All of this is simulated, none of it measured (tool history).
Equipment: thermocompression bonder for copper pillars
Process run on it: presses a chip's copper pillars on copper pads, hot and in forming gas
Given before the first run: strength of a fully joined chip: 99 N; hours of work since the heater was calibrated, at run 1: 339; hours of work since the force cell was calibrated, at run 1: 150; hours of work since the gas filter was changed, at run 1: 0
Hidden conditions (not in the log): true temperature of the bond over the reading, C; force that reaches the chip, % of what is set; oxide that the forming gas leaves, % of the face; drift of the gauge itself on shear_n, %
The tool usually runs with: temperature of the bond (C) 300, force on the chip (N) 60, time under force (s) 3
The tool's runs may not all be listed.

run   hour  temperature of the bond (C)  force on the chip (N)  time under force (s)  hours of work since the heater was calibrated  hours of work since the force cell was calibrated  hours of work since the gas filter was changed  force that shears a chip off (N)
  1    0.0                          300                     60                     3                                            339                                                150                                               0                              67.1
  2    6.0                          300                     60                     3                                            344                                                155                                               5                              68.3
  3   15.4                          300                     60                     3                                            351                                                162                                              12                              64.8
  4   27.2                          313                     60                     3                                            360                                                171                                              21                              75.7
  5   37.5                          324                     60                     3                                            368                                                179                                              29                              79.9
  6   48.4                          300                     60                     3                                            377                                                188                                              38                              65.2
      50.5  -- force cell calibrated
  7   61.9                          300                     60                     3                                            386                                                  9                                              47                              66.4
  8   72.3                          319                     60                     3                                            394                                                 17                                              55                              75.9
  9   85.2                          278                     68                     5                                            405                                                 27                                              65                              66.1
 10   95.2                          278                     68                     5                                            412                                                 35                                              73                              66.1
 11  105.2                          278                     68                     5                                            420                                                 43                                              81                              65.5
     116.0  -- force cell calibrated, once more
 12  119.3                          300                     60                     2                                            430                                                  3                                              91                              57.3
 13  127.9                          300                     60                     2                                            437                                                  9                                              98                              57.9
 14  140.0                          293                     43                     3                                            446                                                 19                                             107                              45.1
 15  145.7                          324                     70                     3                                            451                                                 23                                             112                              83.9

Here are 5 independent what-if runs from the current tool condition. What would each one return?
  A  155.8                          285                     46                     3                                            459                                                 31                                             119                                 ?
  B  155.8                          299                     65                     6                                            459                                                 31                                             119                                 ?
  C  155.8                          300                     79                     3                                            459                                                 31                                             119                                 ?
  D  155.8                          271                     60                     4                                            459                                                 31                                             119                                 ?
  E  155.8                          324                     70                     2                                            459                                                 31                                             119                                 ?

run  force that shears a chip off (N)
  A                              43.4
  B                              79.8
  C                              76.8
  D                              51.1
  E                              79.7
Stripped of hidden state, with their random variation kept, the same runs would have yielded:
run  force that shears a chip off (N)
  A                              48.7
  B                              85.1
  C                              82.2
  D                              57.1
  E                              84.8
